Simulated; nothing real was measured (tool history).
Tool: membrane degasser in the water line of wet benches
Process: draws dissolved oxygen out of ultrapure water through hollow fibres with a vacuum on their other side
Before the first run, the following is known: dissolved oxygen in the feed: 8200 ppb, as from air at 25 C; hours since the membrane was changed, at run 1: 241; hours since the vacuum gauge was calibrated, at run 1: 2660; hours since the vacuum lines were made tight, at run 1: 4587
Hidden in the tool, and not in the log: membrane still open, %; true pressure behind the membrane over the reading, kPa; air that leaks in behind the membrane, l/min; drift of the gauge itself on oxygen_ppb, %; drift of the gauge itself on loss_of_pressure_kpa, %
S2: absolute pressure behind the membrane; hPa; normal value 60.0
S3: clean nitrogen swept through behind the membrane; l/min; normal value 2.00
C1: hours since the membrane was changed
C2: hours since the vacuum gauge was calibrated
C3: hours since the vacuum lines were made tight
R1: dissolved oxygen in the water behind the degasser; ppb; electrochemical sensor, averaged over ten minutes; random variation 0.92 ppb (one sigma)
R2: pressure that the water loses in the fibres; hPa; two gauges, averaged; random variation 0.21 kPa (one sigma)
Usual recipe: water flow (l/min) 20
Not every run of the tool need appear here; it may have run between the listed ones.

Run 1, hour 0.0: usual settings; C1 241; C2 2660; C3 4587. Result: R1 94.1 ppb, R2 504.3 hPa.
Run 2, hour 80.0: usual settings; C1 321; C2 2740; C3 4667. Result: R1 91.9 ppb, R2 503.8 hPa.
Run 3, hour 197.1: usual settings but S3 1.41 l/min; C1 438; C2 2858; C3 4784. Result: R1 118.2 ppb, R2 504.3 hPa.
Run 4, hour 281.0: usual settings but S3 1.41 l/min; C1 522; C2 2941; C3 4868. Result: R1 120.4 ppb, R2 507.5 hPa.
Run 5, hour 408.4: usual settings but S3 1.41 l/min; C1 649; C2 3069; C3 4995. Result: R1 118.2 ppb, R2 513.0 hPa.
Run 6, hour 468.1: usual settings but S3 1.41 l/min; C1 709; C2 3129; C3 5055. Result: R1 120.6 ppb, R2 506.5 hPa.
Run 7, hour 549.8: usual settings but water flow (l/min) 17; C1 791; C2 3210; C3 5136. Result: R1 73.0 ppb, R2 432.7 hPa.
Run 8, hour 657.5: usual settings but water flow (l/min) 26, S3 3.01 l/min; C1 898; C2 3318; C3 5244. Result: R1 125.9 ppb, R2 661.3 hPa.
Run 9, hour 771.1: usual settings but water flow (l/min) 25, S2 52.9 hPa, S3 3.01 l/min; C1 1012; C2 3432; C3 5358. Result: R1 99.4 ppb, R2 637.2 hPa.
Run 10, hour 861.1: usual settings but water flow (l/min) 12, S2 102.4 hPa, S3 1.43 l/min; C1 1102; C2 3522; C3 5448. Result: R1 153.0 ppb, R2 307.0 hPa.
Run 11, hour 957.0: usual settings but water flow (l/min) 12, S2 102.4 hPa, S3 1.43 l/min; C1 1198; C2 3617; C3 5544. Result: R1 151.2 ppb, R2 307.5 hPa.
Run 12, hour 1017.1: usual settings but water flow (l/min) 12, S2 102.4 hPa, S3 1.43 l/min; C1 1258; C2 3678; C3 5604. Result: R1 148.2 ppb, R2 306.7 hPa.
Run 13, hour 1108.2: usual settings but water flow (l/min) 12, S2 102.4 hPa, S3 1.43 l/min; C1 1349; C2 3769; C3 5695. Result: R1 151.8 ppb, R2 306.6 hPa.

Below are 5 alternative next runs, each starting from the tool's condition after run 13. Predict each:
Run A, hour 1190.0: usual settings but water flow (l/min) 23, S2 41.4 hPa, S3 3.14 l/min; C1 1431; C2 3850; C3 5777. Result: R1 ?, R2 ?.
Run B, hour 1190.0: usual settings but water flow (l/min) 12, S2 102.4 hPa, S3 3.94 l/min; C1 1431; C2 3850; C3 5777. Result: R1 ?, R2 ?.
Run C, hour 1190.0: usual settings but water flow (l/min) 27, S2 139.9 hPa; C1 1431; C2 3850; C3 5777. Result: R1 ?, R2 ?.
Run D, hour 1190.0: usual settings; C1 1431; C2 3850; C3 5777. Result: R1 ?, R2 ?.
Run E, hour 1190.0: usual settings but water flow (l/min) 18, S2 111.9 hPa, S3 2.62 l/min; C1 1431; C2 3850; C3 5777. Result: R1 ?, R2 ?.

run     R1     R2
  A   61.7  590.6
  B   59.2  308.5
  C  406.9  688.8
  D   96.0  508.6
  E  153.1  457.8
What these runs would have given with no unlogged condition in the tool:
run     R1     R2
  A   55.5  584.8
  B   54.0  305.5
  C  391.4  682.0
  D   87.9  503.6
  E  143.9  453.3
